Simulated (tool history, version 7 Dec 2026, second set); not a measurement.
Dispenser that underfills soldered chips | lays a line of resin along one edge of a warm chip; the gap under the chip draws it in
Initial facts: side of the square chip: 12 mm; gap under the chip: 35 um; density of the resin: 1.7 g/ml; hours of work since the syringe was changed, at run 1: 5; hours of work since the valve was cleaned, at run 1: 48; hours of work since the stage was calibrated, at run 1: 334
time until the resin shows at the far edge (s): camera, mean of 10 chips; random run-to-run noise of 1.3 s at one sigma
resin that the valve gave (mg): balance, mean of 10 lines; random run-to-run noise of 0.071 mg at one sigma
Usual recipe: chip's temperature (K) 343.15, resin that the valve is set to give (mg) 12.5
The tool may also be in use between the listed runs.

| run | hour | chip's temperature (K) | resin that the valve is set to give (mg) | hours of work since the syringe was changed | hours of work since the valve was cleaned | hours of work since the stage was calibrated | time until the resin shows at the far edge (s) | resin that the valve gave (mg) |
|---|---|---|---|---|---|---|---|---|
| 1 | 0.0 | 343.15 | 12.5 | 5 | 48 | 334 | 203.0 | 11.95 |
|  | 6.6 | new syringe of resin |
| 2 | 11.2 | 343.15 | 12.5 | 3 | 56 | 342 | 178.3 | 11.89 |
| 3 | 19.1 | 343.15 | 12.5 | 9 | 62 | 348 | 261.4 | 11.88 |
|  | 19.9 | new syringe of resin |
|  | 24.7 | dispensing valve cleaned and set on the balance |
| 4 | 27.8 | 343.15 | 12.5 | 5 | 2 | 353 | 191.6 | 12.45 |
| 5 | 33.7 | 343.15 | 12.5 | 9 | 7 | 358 | 262.4 | 12.46 |
|  | 35.0 | new syringe of resin |
| 6 | 40.3 | 343.15 | 12.5 | 4 | 11 | 362 | 184.0 | 12.49 |
| 7 | 45.7 | 343.15 | 15.4 | 8 | 15 | 366 | 230.5 | 15.20 |
|  | 48.2 | new syringe of resin |
| 8 | 51.5 | 343.15 | 14.1 | 2 | 19 | 370 | 161.1 | 13.94 |
| 9 | 58.3 | 343.15 | 12.5 | 8 | 24 | 375 | 235.4 | 12.34 |
|  | 61.9 | new syringe of resin |
| 10 | 68.4 | 329.15 | 13.6 | 5 | 32 | 382 | 374.4 | 13.28 |
| 11 | 74.3 | 329.15 | 13.6 | 9 | 36 | 387 | 501.7 | 13.34 |
|  | 75.1 | new syringe of resin |
| 12 | 82.9 | 331.15 | 13.6 | 6 | 42 | 393 | 372.1 | 13.20 |
|  | 88.6 | new syringe of resin |
| 13 | 88.6 | 334.15 | 11.1 | 0 | 46 | 397 | 226.2 | 10.81 |
| 14 | 93.9 | 335.15 | 15.6 | 4 | 50 | 401 | 272.2 | 15.09 |
|  | 101.8 | new syringe of resin |
| 15 | 104.3 | 346.15 | 11.3 | 2 | 57 | 408 | 145.2 | 10.76 |

What will run 16 give?
| 16 | 110.2 | 346.15 | 11.3 | 6 | 62 | 413 | ? | ? |

Run 16 measured time until the resin shows at the far edge (s) 194.2, resin that the valve gave (mg) 10.79.
On a tool with no hidden condition, and with the same random variation, this run would have come out at time until the resin shows at the far edge (s) 113.3, resin that the valve gave (mg) 11.31.
